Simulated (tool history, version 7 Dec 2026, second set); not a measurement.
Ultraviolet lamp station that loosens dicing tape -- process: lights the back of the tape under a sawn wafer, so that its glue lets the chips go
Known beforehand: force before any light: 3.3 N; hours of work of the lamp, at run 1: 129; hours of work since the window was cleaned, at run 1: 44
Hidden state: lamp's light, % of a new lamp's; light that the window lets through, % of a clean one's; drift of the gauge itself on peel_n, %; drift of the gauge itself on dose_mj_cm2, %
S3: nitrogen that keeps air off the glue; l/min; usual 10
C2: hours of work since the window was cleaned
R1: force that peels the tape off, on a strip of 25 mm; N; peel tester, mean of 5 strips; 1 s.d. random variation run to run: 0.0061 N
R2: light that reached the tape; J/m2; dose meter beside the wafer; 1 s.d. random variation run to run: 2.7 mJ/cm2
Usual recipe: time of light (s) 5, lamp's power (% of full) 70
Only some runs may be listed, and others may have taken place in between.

{"run": 1, "hour": 0.0, "time of light (s)": 5, "lamp's power (% of full)": 70, "S3": 10, "hours of work of the lamp": 129, "C2": 44, "R1": 0.191, "R2": 3340}
{"run": 2, "hour": 11.2, "time of light (s)": 5, "lamp's power (% of full)": 70, "S3": 10, "hours of work of the lamp": 134, "C2": 48, "R1": 0.198, "R2": 3330}
{"run": 3, "hour": 22.7, "time of light (s)": 5, "lamp's power (% of full)": 70, "S3": 10, "hours of work of the lamp": 138, "C2": 53, "R1": 0.203, "R2": 3320}
{"run": 4, "hour": 35.6, "time of light (s)": 5, "lamp's power (% of full)": 70, "S3": 17, "hours of work of the lamp": 144, "C2": 58, "R1": 0.164, "R2": 3300}
{"run": 5, "hour": 44.5, "time of light (s)": 5, "lamp's power (% of full)": 70, "S3": 17, "hours of work of the lamp": 148, "C2": 62, "R1": 0.172, "R2": 3350}
{"run": 6, "hour": 54.1, "time of light (s)": 5, "lamp's power (% of full)": 70, "S3": 16, "hours of work of the lamp": 152, "C2": 66, "R1": 0.163, "R2": 3330}
{"run": 7, "hour": 64.0, "time of light (s)": 5, "lamp's power (% of full)": 70, "S3": 7, "hours of work of the lamp": 156, "C2": 70, "R1": 0.239, "R2": 3300}
{"run": 8, "hour": 73.1, "time of light (s)": 5, "lamp's power (% of full)": 70, "S3": 7, "hours of work of the lamp": 159, "C2": 74, "R1": 0.236, "R2": 3320}
{"run": 9, "hour": 87.1, "time of light (s)": 5, "lamp's power (% of full)": 70, "S3": 7, "hours of work of the lamp": 165, "C2": 80, "R1": 0.242, "R2": 3300}
{"run": 10, "hour": 95.5, "time of light (s)": 5, "lamp's power (% of full)": 70, "S3": 7, "hours of work of the lamp": 169, "C2": 83, "R1": 0.25, "R2": 3270}
{"run": 11, "hour": 109.1, "time of light (s)": 2, "lamp's power (% of full)": 70, "S3": 10, "hours of work of the lamp": 175, "C2": 89, "R1": 0.89, "R2": 1300}
{"run": 12, "hour": 124.9, "time of light (s)": 5, "lamp's power (% of full)": 100, "S3": 10, "hours of work of the lamp": 181, "C2": 96, "R1": 0.136, "R2": 4630}
{"run": 13, "hour": 137.5, "time of light (s)": 3, "lamp's power (% of full)": 70, "S3": 10, "hours of work of the lamp": 186, "C2": 101, "R1": 0.523, "R2": 1950}
{"run": 14, "hour": 150.4, "time of light (s)": 3, "lamp's power (% of full)": 70, "S3": 10, "hours of work of the lamp": 192, "C2": 106, "R1": 0.515, "R2": 1930}
{"run": 15, "hour": 167.1, "time of light (s)": 3, "lamp's power (% of full)": 70, "S3": 3, "hours of work of the lamp": 199, "C2": 113, "R1": 0.869, "R2": 1930}
{"run": 16, "hour": 180.5, "time of light (s)": 5, "lamp's power (% of full)": 70, "S3": 10, "hours of work of the lamp": 204, "C2": 119, "R1": 0.222, "R2": 3150}
{"run": 17, "hour": 192.2, "time of light (s)": 5, "lamp's power (% of full)": 70, "S3": 10, "hours of work of the lamp": 209, "C2": 124, "R1": 0.218, "R2": 3180}
{"run": 18, "hour": 205.5, "time of light (s)": 5, "lamp's power (% of full)": 70, "S3": 6, "hours of work of the lamp": 215, "C2": 129, "R1": 0.28, "R2": 3140}
{"run": 19, "hour": 215.8, "time of light (s)": 5, "lamp's power (% of full)": 70, "S3": 6, "hours of work of the lamp": 219, "C2": 134, "R1": 0.28, "R2": 3160}
{"run": 20, "hour": 225.2, "time of light (s)": 5, "lamp's power (% of full)": 70, "S3": 6, "hours of work of the lamp": 223, "C2": 138, "R1": 0.287, "R2": 3080}
{"run": 21, "hour": 233.7, "time of light (s)": 5, "lamp's power (% of full)": 70, "S3": 6, "hours of work of the lamp": 227, "C2": 141, "R1": 0.293, "R2": 3120}
{"run": 22, "hour": 244.4, "time of light (s)": 5, "lamp's power (% of full)": 70, "S3": 6, "hours of work of the lamp": 231, "C2": 146, "R1": 0.288, "R2": 3130}
{"run": 23, "hour": 258.3, "time of light (s)": 5, "lamp's power (% of full)": 70, "S3": 6, "hours of work of the lamp": 237, "C2": 152, "R1": 0.3, "R2": 3130}
{"run": 24, "hour": 275.7, "time of light (s)": 9, "lamp's power (% of full)": 72, "S3": 10, "hours of work of the lamp": 244, "C2": 159, "R1": 0.106, "R2": 5730}
{"run": 25, "hour": 292.2, "time of light (s)": 5, "lamp's power (% of full)": 70, "S3": 17, "hours of work of the lamp": 251, "C2": 166, "R1": 0.19, "R2": 3050}
{"run": 26, "hour": 303.1, "time of light (s)": 5, "lamp's power (% of full)": 70, "S3": 17, "hours of work of the lamp": 256, "C2": 170, "R1": 0.191, "R2": 3010}
{"run": 27, "hour": 318.9, "time of light (s)": 3, "lamp's power (% of full)": 81, "S3": 3, "hours of work of the lamp": 262, "C2": 177, "R1": 0.762, "R2": 2120}
{"run": 28, "hour": 326.4, "time of light (s)": 4, "lamp's power (% of full)": 75, "S3": 10, "hours of work of the lamp": 265, "C2": 180, "R1": 0.305, "R2": 2580}
{"run": 29, "hour": 340.6, "time of light (s)": 4, "lamp's power (% of full)": 75, "S3": 6, "hours of work of the lamp": 271, "C2": 186, "R1": 0.41, "R2": 2580}
{"run": 30, "hour": 353.8, "time of light (s)": 7, "lamp's power (% of full)": 84, "S3": 14, "hours of work of the lamp": 277, "C2": 191, "R1": 0.118, "R2": 4990}
{"run": 31, "hour": 368.5, "time of light (s)": 9, "lamp's power (% of full)": 70, "S3": 4, "hours of work of the lamp": 283, "C2": 198, "R1": 0.143, "R2": 5410}
{"run": 32, "hour": 379.1, "time of light (s)": 3, "lamp's power (% of full)": 86, "S3": 8, "hours of work of the lamp": 287, "C2": 202, "R1": 0.442, "R2": 2150}
{"run": 33, "hour": 391.4, "time of light (s)": 3, "lamp's power (% of full)": 86, "S3": 8, "hours of work of the lamp": 292, "C2": 207, "R1": 0.462, "R2": 2220}
{"run": 34, "hour": 403.4, "time of light (s)": 3, "lamp's power (% of full)": 86, "S3": 8, "hours of work of the lamp": 297, "C2": 212, "R1": 0.448, "R2": 2190}
{"run": 35, "hour": 416.9, "time of light (s)": 7, "lamp's power (% of full)": 61, "S3": 10, "hours of work of the lamp": 303, "C2": 218, "R1": 0.182, "R2": 3610}
{"run": 36, "hour": 428.9, "time of light (s)": 7, "lamp's power (% of full)": 61, "S3": 10, "hours of work of the lamp": 308, "C2": 223, "R1": 0.171, "R2": 3570}
{"run": 37, "hour": 437.2, "time of light (s)": 4, "lamp's power (% of full)": 61, "S3": 10, "hours of work of the lamp": 312, "C2": 226, "R1": 0.479, "R2": 2050}
{"run": 38, "hour": 449.0, "time of light (s)": 3, "lamp's power (% of full)": 96, "S3": 11, "hours of work of the lamp": 317, "C2": 231, "R1": 0.342, "R2": 2430}
{"run": 39, "hour": 462.5, "time of light (s)": 5, "lamp's power (% of full)": 70, "S3": 11, "hours of work of the lamp": 322, "C2": 237, "R1": 0.238, "R2": 2880}

What will run 40 give?
{"run": 40, "hour": 471.0, "time of light (s)": 5, "lamp's power (% of full)": 70, "S3": 9, "hours of work of the lamp": 326, "C2": 240, "R1": "?", "R2": "?"}

{"run 40": {"R1": 0.276, "R2": 2890}}
Minus the tool's unlogged condition, the same run would have read R1 0.186 N, R2 3630 J/m2.
